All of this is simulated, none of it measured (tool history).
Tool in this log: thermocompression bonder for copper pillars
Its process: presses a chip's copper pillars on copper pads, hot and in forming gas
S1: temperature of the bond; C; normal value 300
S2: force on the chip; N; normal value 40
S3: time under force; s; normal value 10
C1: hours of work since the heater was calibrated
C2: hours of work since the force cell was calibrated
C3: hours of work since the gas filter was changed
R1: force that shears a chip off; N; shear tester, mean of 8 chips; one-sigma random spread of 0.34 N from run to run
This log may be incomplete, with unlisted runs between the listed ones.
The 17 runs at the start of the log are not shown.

{"day": 9.762, "done": "forming gas filter changed"}
{"run": 18, "day": 9.808, "S1": 300, "S2": 43, "S3": 10, "C1": 621, "C2": 285, "C3": 1, "R1": 53.7}
{"run": 19, "day": 10.404, "S1": 300, "S2": 43, "S3": 10, "C1": 628, "C2": 292, "C3": 7, "R1": 53.6}
{"run": 20, "day": 10.862, "S1": 300, "S2": 43, "S3": 10, "C1": 633, "C2": 298, "C3": 13, "R1": 53.4}
{"run": 21, "day": 11.392, "S1": 286, "S2": 25, "S3": 8, "C1": 639, "C2": 304, "C3": 19, "R1": 23.6}
{"run": 22, "day": 12.262, "S1": 286, "S2": 25, "S3": 8, "C1": 650, "C2": 314, "C3": 29, "R1": 24}
{"run": 23, "day": 13.058, "S1": 283, "S2": 44, "S3": 9, "C1": 659, "C2": 323, "C3": 38, "R1": 43.5}
{"run": 24, "day": 13.95, "S1": 300, "S2": 31, "S3": 10, "C1": 669, "C2": 334, "C3": 49, "R1": 39.1}
{"run": 25, "day": 14.329, "S1": 296, "S2": 56, "S3": 7, "C1": 674, "C2": 338, "C3": 53, "R1": 56.7}
{"run": 26, "day": 14.783, "S1": 280, "S2": 40, "S3": 6, "C1": 679, "C2": 343, "C3": 59, "R1": 32.4}
{"run": 27, "day": 15.558, "S1": 304, "S2": 43, "S3": 6, "C1": 688, "C2": 352, "C3": 68, "R1": 46.1}
{"run": 28, "day": 16.092, "S1": 304, "S2": 43, "S3": 6, "C1": 694, "C2": 359, "C3": 74, "R1": 45.5}
{"run": 29, "day": 16.562, "S1": 300, "S2": 29, "S3": 10, "C1": 700, "C2": 364, "C3": 79, "R1": 35.4}
{"run": 30, "day": 17.15, "S1": 285, "S2": 34, "S3": 19, "C1": 707, "C2": 371, "C3": 86, "R1": 43.8}
{"run": 31, "day": 17.792, "S1": 285, "S2": 34, "S3": 19, "C1": 714, "C2": 379, "C3": 94, "R1": 43.7}
{"run": 32, "day": 18.512, "S1": 285, "S2": 34, "S3": 19, "C1": 723, "C2": 387, "C3": 102, "R1": 44.2}
{"run": 33, "day": 19.212, "S1": 277, "S2": 33, "S3": 27, "C1": 731, "C2": 395, "C3": 110, "R1": 44.4}
{"run": 34, "day": 19.925, "S1": 316, "S2": 40, "S3": 8, "C1": 739, "C2": 403, "C3": 119, "R1": 52}
{"run": 35, "day": 20.554, "S1": 299, "S2": 41, "S3": 18, "C1": 747, "C2": 411, "C3": 126, "R1": 57.7}

Run 36, settings as shown, results not yet in. Your forecast:
{"run": 36, "day": 21.221, "S1": 289, "S2": 40, "S3": 12, "C1": 754, "C2": 419, "C3": 134, "R1": "?"}

{"run 36": {"R1": 45.8}}
The same run, on a tool lacking any hidden state, would have yielded R1 47.9 N.
